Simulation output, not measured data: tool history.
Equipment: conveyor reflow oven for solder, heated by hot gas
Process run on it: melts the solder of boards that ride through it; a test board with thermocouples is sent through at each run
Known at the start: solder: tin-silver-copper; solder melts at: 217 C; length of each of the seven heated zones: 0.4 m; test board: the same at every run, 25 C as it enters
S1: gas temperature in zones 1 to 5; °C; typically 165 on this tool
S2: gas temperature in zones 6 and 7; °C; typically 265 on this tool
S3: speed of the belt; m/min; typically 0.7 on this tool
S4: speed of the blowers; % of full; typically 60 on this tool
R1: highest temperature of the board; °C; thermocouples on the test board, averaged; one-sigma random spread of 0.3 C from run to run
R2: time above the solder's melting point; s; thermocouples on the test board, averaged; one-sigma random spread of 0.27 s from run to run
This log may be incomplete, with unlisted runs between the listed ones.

| run | hour | S1 | S2 | S3 | S4 | R1 | R2 |
|---|---|---|---|---|---|---|---|
| 1 | 0 | 165 | 265 | 0.7 | 60 | 243.9 | 41.7 |
| 2 | 17.5 | 165 | 265 | 0.7 | 75 | 248.6 | 47.2 |
| 3 | 27.5 | 165 | 265 | 0.7 | 75 | 249.1 | 46.4 |
|  | 41 | flux residue cleaned out of gas plates and filters |
| 4 | 45.2 | 165 | 265 | 0.7 | 75 | 248.5 | 46.6 |
| 5 | 56.7 | 165 | 265 | 0.7 | 75 | 248.3 | 46.3 |
| 6 | 72.6 | 165 | 265 | 0.595 | 75 | 252.8 | 60 |
| 7 | 88.9 | 165 | 265 | 0.7 | 89 | 252.3 | 49.7 |
|  | 97.9 | flux residue cleaned out of gas plates and filters, once more |
| 8 | 101.7 | 165 | 265 | 0.787 | 60 | 240.8 | 33.5 |
| 9 | 119.3 | 165 | 265 | 0.787 | 60 | 241.2 | 33.8 |
| 10 | 128 | 176 | 265 | 0.7 | 60 | 247.2 | 48.1 |
| 11 | 136.7 | 165 | 265 | 0.7 | 60 | 245.5 | 43.1 |
| 12 | 153.3 | 165 | 265 | 0.7 | 60 | 245.8 | 42.7 |
| 13 | 166.9 | 165 | 265 | 0.7 | 60 | 245.8 | 43 |
| 14 | 179.5 | 165 | 265 | 0.7 | 60 | 244.6 | 43 |
| 15 | 193 | 179 | 265 | 0.7 | 60 | 247.8 | 49.4 |
| 16 | 203.8 | 173 | 265 | 0.76 | 60 | 244 | 39.8 |
| 17 | 217.2 | 173 | 265 | 0.76 | 60 | 244.1 | 40 |
| 18 | 234.4 | 173 | 265 | 0.76 | 60 | 243.6 | 39.9 |
| 19 | 245 | 171 | 261 | 0.604 | 53 | 244.6 | 52.2 |
| 20 | 260.4 | 165 | 261 | 0.7 | 60 | 240.9 | 39.7 |
| 21 | 270.6 | 165 | 265 | 0.642 | 60 | 247.2 | 50 |
| 22 | 278.2 | 165 | 265 | 0.642 | 60 | 247.8 | 49.4 |
| 23 | 295.1 | 176 | 260 | 0.637 | 63 | 246.1 | 53.8 |
| 24 | 307.3 | 150 | 271 | 0.7 | 82 | 254.9 | 47.4 |
| 25 | 323.4 | 155 | 279 | 0.717 | 68 | 257.3 | 48.1 |
| 26 | 330.9 | 155 | 279 | 0.622 | 68 | 261.9 | 59.3 |

Consider 5 possible next runs. They are alternatives, not a sequence: every one starts from the tool as it was left by run 26. What does each give?
| A | 342.9 | 152 | 265 | 0.812 | 79 | ? | ? |
| B | 342.9 | 177 | 259 | 0.7 | 60 | ? | ? |
| C | 342.9 | 159 | 269 | 0.622 | 68 | ? | ? |
| D | 342.9 | 165 | 262 | 0.792 | 60 | ? | ? |
| E | 342.9 | 174 | 269 | 0.7 | 60 | ? | ? |

| run | R1 | R2 |
|---|---|---|
| A | 244 | 33.3 |
| B | 241.8 | 44 |
| C | 253.6 | 55.2 |
| D | 237.3 | 30.6 |
| E | 249.1 | 48.9 |
Without the tool's hidden state the same runs would have given:
| run | R1 | R2 |
|---|---|---|
| A | 245.9 | 34.8 |
| B | 243.3 | 45.3 |
| C | 255.2 | 56.3 |
| D | 238.9 | 32.2 |
| E | 250.6 | 49.9 |

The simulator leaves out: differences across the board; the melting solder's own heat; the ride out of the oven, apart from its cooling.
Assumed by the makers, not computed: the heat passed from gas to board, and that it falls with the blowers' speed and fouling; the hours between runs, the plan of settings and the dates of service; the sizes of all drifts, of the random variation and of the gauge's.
